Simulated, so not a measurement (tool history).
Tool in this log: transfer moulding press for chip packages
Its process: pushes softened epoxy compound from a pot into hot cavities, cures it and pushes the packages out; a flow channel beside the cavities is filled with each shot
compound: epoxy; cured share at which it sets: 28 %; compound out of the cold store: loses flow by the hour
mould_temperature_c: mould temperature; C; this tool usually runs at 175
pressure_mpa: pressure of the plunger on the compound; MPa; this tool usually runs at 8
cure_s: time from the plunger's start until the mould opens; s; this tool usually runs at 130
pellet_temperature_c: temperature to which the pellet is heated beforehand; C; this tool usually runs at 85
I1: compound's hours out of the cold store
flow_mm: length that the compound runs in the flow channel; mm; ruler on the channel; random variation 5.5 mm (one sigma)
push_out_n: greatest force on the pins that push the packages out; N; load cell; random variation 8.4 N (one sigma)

run 1 hour=0 | mould_temperature_c=175 pressure_mpa=8 cure_s=130 pellet_temperature_c=85 | I1=27.7 | flow_mm=857 push_out_n=381
-- hour=71.9 cavities cleaned with cleaning compound and waxed
run 2 hour=85.8 | mould_temperature_c=175 pressure_mpa=8 cure_s=130 pellet_temperature_c=85 | I1=27.5 | flow_mm=848 push_out_n=413
-- hour=146.9 cavities cleaned with cleaning compound and waxed
run 3 hour=157.4 | mould_temperature_c=175 pressure_mpa=8 cure_s=130 pellet_temperature_c=85 | I1=33.4 | flow_mm=820 push_out_n=422
-- hour=223.7 cavities cleaned with cleaning compound and waxed
run 4 hour=224.7 | mould_temperature_c=181 pressure_mpa=8 cure_s=130 pellet_temperature_c=85 | I1=47.4 | flow_mm=720 push_out_n=314
run 5 hour=288.9 | mould_temperature_c=175 pressure_mpa=6.16 cure_s=130 pellet_temperature_c=85 | I1=34.7 | flow_mm=698 push_out_n=553
-- hour=298.7 cavities cleaned with cleaning compound and waxed
run 6 hour=332.4 | mould_temperature_c=175 pressure_mpa=8 cure_s=136 pellet_temperature_c=85 | I1=19.3 | flow_mm=880 push_out_n=485
-- hour=375.4 cavities cleaned with cleaning compound and waxed
run 7 hour=426.1 | mould_temperature_c=175 pressure_mpa=8 cure_s=142 pellet_temperature_c=85 | I1=8.2 | flow_mm=937 push_out_n=512
-- hour=454.1 cavities cleaned with cleaning compound and waxed
run 8 hour=490.6 | mould_temperature_c=175 pressure_mpa=8 cure_s=130 pellet_temperature_c=85 | I1=20.5 | flow_mm=862 push_out_n=506
-- hour=531.6 cavities cleaned with cleaning compound and waxed
run 9 hour=579.3 | mould_temperature_c=175 pressure_mpa=8 cure_s=130 pellet_temperature_c=88 | I1=12.7 | flow_mm=883 push_out_n=537
-- hour=608.6 cavities cleaned with cleaning compound and waxed
-- hour=620.3 plunger's sealing rings changed
run 10 hour=671.6 | mould_temperature_c=175 pressure_mpa=8 cure_s=163 pellet_temperature_c=88 | I1=22.8 | flow_mm=888 push_out_n=464
-- hour=687.9 cavities cleaned with cleaning compound and waxed
run 11 hour=756.2 | mould_temperature_c=175 pressure_mpa=8 cure_s=139 pellet_temperature_c=88 | I1=31.6 | flow_mm=835 push_out_n=503
-- hour=766.2 cavities cleaned with cleaning compound and waxed
run 12 hour=814 | mould_temperature_c=173 pressure_mpa=8 cure_s=139 pellet_temperature_c=88 | I1=17.6 | flow_mm=904 push_out_n=520
-- hour=839.8 cavities cleaned with cleaning compound and waxed
run 13 hour=902.6 | mould_temperature_c=173 pressure_mpa=8 cure_s=139 pellet_temperature_c=88 | I1=27.3 | flow_mm=846 push_out_n=536
-- hour=917.1 cavities cleaned with cleaning compound and waxed
run 14 hour=985.4 | mould_temperature_c=173 pressure_mpa=8 cure_s=139 pellet_temperature_c=88 | I1=8.8 | flow_mm=930 push_out_n=572
-- hour=993.4 cavities cleaned with cleaning compound and waxed
-- hour=1033.7 mould's thermocouples calibrated
run 15 hour=1034.2 | mould_temperature_c=177 pressure_mpa=8 cure_s=130 pellet_temperature_c=85 | I1=43.1 | flow_mm=754 push_out_n=472
-- hour=1067.4 cavities cleaned with cleaning compound and waxed
run 16 hour=1119 | mould_temperature_c=177 pressure_mpa=8 cure_s=139 pellet_temperature_c=85 | I1=15 | flow_mm=890 push_out_n=463
-- hour=1144.9 cavities cleaned with cleaning compound and waxed
run 17 hour=1184.7 | mould_temperature_c=178 pressure_mpa=8.1 cure_s=127 pellet_temperature_c=83 | I1=12.1 | flow_mm=903 push_out_n=485
-- hour=1218.5 cavities cleaned with cleaning compound and waxed
run 18 hour=1233.4 | mould_temperature_c=174 pressure_mpa=8 cure_s=130 pellet_temperature_c=80 | I1=32.6 | flow_mm=798 push_out_n=467
-- hour=1242.4 plunger's sealing rings changed
-- hour=1296.1 cavities cleaned with cleaning compound and waxed
run 19 hour=1332 | mould_temperature_c=174 pressure_mpa=6.21 cure_s=130 pellet_temperature_c=80 | I1=43.5 | flow_mm=682 push_out_n=543
-- hour=1370.5 cavities cleaned with cleaning compound and waxed
run 20 hour=1394 | mould_temperature_c=172 pressure_mpa=8 cure_s=113 pellet_temperature_c=76 | I1=16.4 | flow_mm=932 push_out_n=842
-- hour=1448.9 cavities cleaned with cleaning compound and waxed
run 21 hour=1484.7 | mould_temperature_c=182 pressure_mpa=7.43 cure_s=166 pellet_temperature_c=77 | I1=23 | flow_mm=827 push_out_n=396
-- hour=1522.2 cavities cleaned with cleaning compound and waxed
run 22 hour=1538.1 | mould_temperature_c=182 pressure_mpa=7.43 cure_s=166 pellet_temperature_c=77 | I1=30 | flow_mm=774 push_out_n=337
-- hour=1598.1 cavities cleaned with cleaning compound and waxed
run 23 hour=1615.3 | mould_temperature_c=182 pressure_mpa=7.43 cure_s=166 pellet_temperature_c=77 | I1=25.3 | flow_mm=797 push_out_n=337
-- hour=1672.4 cavities cleaned with cleaning compound and waxed
run 24 hour=1676.9 | mould_temperature_c=181 pressure_mpa=9.54 cure_s=130 pellet_temperature_c=88 | I1=17.3 | flow_mm=926 push_out_n=336
-- hour=1748.5 cavities cleaned with cleaning compound and waxed
run 25 hour=1757.4 | mould_temperature_c=181 pressure_mpa=9.54 cure_s=149 pellet_temperature_c=78 | I1=27.8 | flow_mm=866 push_out_n=328
-- hour=1822.3 cavities cleaned with cleaning compound and waxed
run 26 hour=1827.3 | mould_temperature_c=169 pressure_mpa=9.54 cure_s=158 pellet_temperature_c=79 | I1=41.7 | flow_mm=835 push_out_n=387

Here are 3 independent what-if runs from the current tool condition. What would each one return?
-- hour=1864.4 plunger's sealing rings changed
-- hour=1897.7 cavities cleaned with cleaning compound and waxed
run A hour=1905.6 | mould_temperature_c=181 pressure_mpa=8 cure_s=130 pellet_temperature_c=85 | I1=41.8 | flow_mm=? push_out_n=?
-- hour=1864.4 plunger's sealing rings changed
-- hour=1897.7 cavities cleaned with cleaning compound and waxed
run B hour=1905.6 | mould_temperature_c=175 pressure_mpa=8.99 cure_s=130 pellet_temperature_c=85 | I1=32.5 | flow_mm=? push_out_n=?
-- hour=1864.4 plunger's sealing rings changed
-- hour=1897.7 cavities cleaned with cleaning compound and waxed
run C hour=1905.6 | mould_temperature_c=172 pressure_mpa=8.61 cure_s=130 pellet_temperature_c=85 | I1=31.2 | flow_mm=? push_out_n=?

run=A flow_mm=766 push_out_n=339
run=B flow_mm=884 push_out_n=417
run=C flow_mm=877 push_out_n=458
Stripped of hidden state, with their random variation kept, the same runs would have yielded:
run=A flow_mm=772 push_out_n=310
run=B flow_mm=892 push_out_n=391
run=C flow_mm=885 push_out_n=434
